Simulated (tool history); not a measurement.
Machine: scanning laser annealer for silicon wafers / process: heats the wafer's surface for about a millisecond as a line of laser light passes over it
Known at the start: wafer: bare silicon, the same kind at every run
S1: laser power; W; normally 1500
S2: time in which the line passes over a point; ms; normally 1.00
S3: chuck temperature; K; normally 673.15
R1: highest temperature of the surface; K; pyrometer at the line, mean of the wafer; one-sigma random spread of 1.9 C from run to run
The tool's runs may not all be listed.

run   hour    S1    S2      S3       R1
  1    0.0  1500  1.00  673.15  1436.15
  2   17.1  1500  0.77  673.15  1331.15
  3   39.0  1500  1.00  673.15  1440.15
  4   68.6  1292  1.00  673.15  1337.15
  5   82.8  1292  1.00  673.15  1339.15
  6  100.4  1292  1.00  673.15  1337.15
  7  133.6  1292  1.00  673.15  1334.15
  8  148.7  1292  0.72  673.15  1229.15
  9  166.0  1500  0.85  673.15  1370.15
 10  197.7  1500  0.87  673.15  1382.15
 11  221.0  1500  0.87  673.15  1380.15
 12  239.9  1500  0.87  673.15  1382.15
 13  263.3  1292  1.00  673.15  1335.15
 14  281.1  1292  1.00  673.15  1336.15
 15  313.8  1500  1.00  673.15  1438.15
 16  343.8  1500  1.00  673.15  1438.15
 17  358.8  1500  1.00  673.15  1438.15
 18  374.6  1500  1.00  673.15  1441.15
 19  405.3  1500  1.00  673.15  1438.15
 20  435.7  1384  1.10  673.15  1422.15
 21  463.9  1384  1.10  673.15  1416.15
 22  479.0  1384  1.10  673.15  1423.15
 23  510.3  1397  1.00  673.15  1387.15
 24  528.5  1397  1.00  673.15  1388.15
 25  544.7  1500  0.84  675.15  1373.15
 26  572.2  1296  0.97  688.15  1342.15
 27  597.6  1296  0.97  688.15  1342.15
 28  623.9  1500  1.04  665.15  1447.15
 29  657.8  1324  1.14  706.15  1432.15
 30  679.3  1277  0.90  704.15  1323.15
 31  711.1  1627  0.95  704.15  1506.15
 32  741.2  1627  0.95  704.15  1509.15
 33  761.3  1627  0.95  704.15  1505.15
 34  783.2  1627  0.95  704.15  1506.15
 35  810.4  1364  0.87  663.15  1313.15
 36  844.0  1527  0.87  637.15  1358.15
 37  872.2  1527  0.87  637.15  1355.15

Each row is a separate what-if for the run after 37, all from the same tool condition, not one after another. Results?
  A  890.2  1478  0.86  673.15   ?
  B  890.2  1386  0.87  665.15   ?
  C  890.2  1594  0.79  685.15   ?

run       R1
  A  1367.15
  B  1323.15
  C  1399.15
With no hidden state in the tool, these same runs would have given:
run       R1
  A  1367.15
  B  1323.15
  C  1400.15
